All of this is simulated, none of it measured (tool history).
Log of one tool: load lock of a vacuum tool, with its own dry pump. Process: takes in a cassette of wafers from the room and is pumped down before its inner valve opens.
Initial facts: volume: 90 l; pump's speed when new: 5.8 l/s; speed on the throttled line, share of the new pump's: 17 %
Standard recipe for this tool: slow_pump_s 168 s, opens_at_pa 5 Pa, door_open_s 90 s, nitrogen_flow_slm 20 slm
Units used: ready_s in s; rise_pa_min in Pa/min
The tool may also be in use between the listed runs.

run,hour,slow_pump_s,opens_at_pa,door_open_s,nitrogen_flow_slm,"incoming humidity of the room's air, %",ready_s,rise_pa_min
1,0.0,168,5,90,20,45.6,311.5,0.037
2,145.9,168,10,90,20,45.4,298.1,0.035
3,280.6,168,10,90,20,45.4,298.6,0.035
4,492.0,168,5,90,20,45.6,311.4,0.034
5,707.7,168,5,90,20,42.9,312.9,0.040
6,921.8,168,5,90,20,45.5,312.0,0.040
7,1104.2,168,5,90,20,48.0,311.5,0.040
8,1374.4,168,5,209,20,43.7,312.2,0.049
9,1587.0,168,5,209,20,43.7,309.7,0.048
10,1816.5,168,5,209,20,46.6,313.1,0.057
11,1965.5,168,5,90,33,46.9,312.6,0.039
12,2194.3,168,5,90,20,46.9,313.1,0.052
13,2487.1,168,5,90,20,43.2,312.4,0.047
14,2665.4,168,5,90,20,47.5,313.0,0.050
15,2968.1,168,5,90,20,47.3,312.5,0.052
16,3262.3,168,5,90,5,45.7,313.6,0.071
# hour 3374.2: dry pump taken out, an overhauled one fitted
17,3479.6,168,5,90,5,44.6,291.4,0.071
18,3677.6,168,5,90,5,45.3,291.5,0.075
19,3815.0,94,5,37,37,46.2,233.1,0.043
20,4120.2,98,8,40,20,44.2,227.5,0.048
21,4248.9,98,8,40,20,45.8,227.8,0.049
22,4517.5,98,8,40,20,41.5,227.6,0.055
23,4700.7,98,6,40,10,41.8,233.6,0.064
24,4944.0,152,7,171,29,42.6,276.0,0.064
25,5194.8,168,5,90,42,44.1,293.7,0.060
26,5348.7,335,5,52,20,44.9,432.5,0.057
27,5545.4,335,5,52,20,44.2,432.5,0.058
28,5783.2,271,7,31,22,44.9,371.1,0.062
29,5994.4,201,5,99,20,45.8,323.1,0.074
30,6242.1,162,5,90,15,46.8,289.0,0.078
31,6381.8,292,6,188,11,40.5,391.8,0.087
32,6556.5,292,6,232,11,42.0,396.0,0.100
33,6786.3,99,7,90,20,45.1,231.9,0.083
34,7044.1,99,7,90,20,42.4,233.6,0.082
35,7214.5,314,7,142,20,44.3,412.0,0.091
36,7481.4,238,5,139,21,41.5,355.7,0.088

5 ways to go on from here, each from the tool as it stands after run 36. What would each give?
A,7788.8,238,5,62,8,42.6,?,?
B,7788.8,168,9,90,14,47.7,?,?
C,7788.8,168,10,59,20,47.0,?,?
D,7788.8,168,4,215,7,46.6,?,?
E,7788.8,251,7,90,21,43.7,?,?

run,ready_s,rise_pa_min
A,357.6,0.095
B,288.1,0.092
C,286.1,0.081
D,299.4,0.123
E,359.5,0.083
Take away the tool's hidden state, keep each run's random variation, and the runs would have read:
run,ready_s,rise_pa_min
A,354.2,0.032
B,284.7,0.031
C,282.7,0.020
D,295.3,0.060
E,356.4,0.021
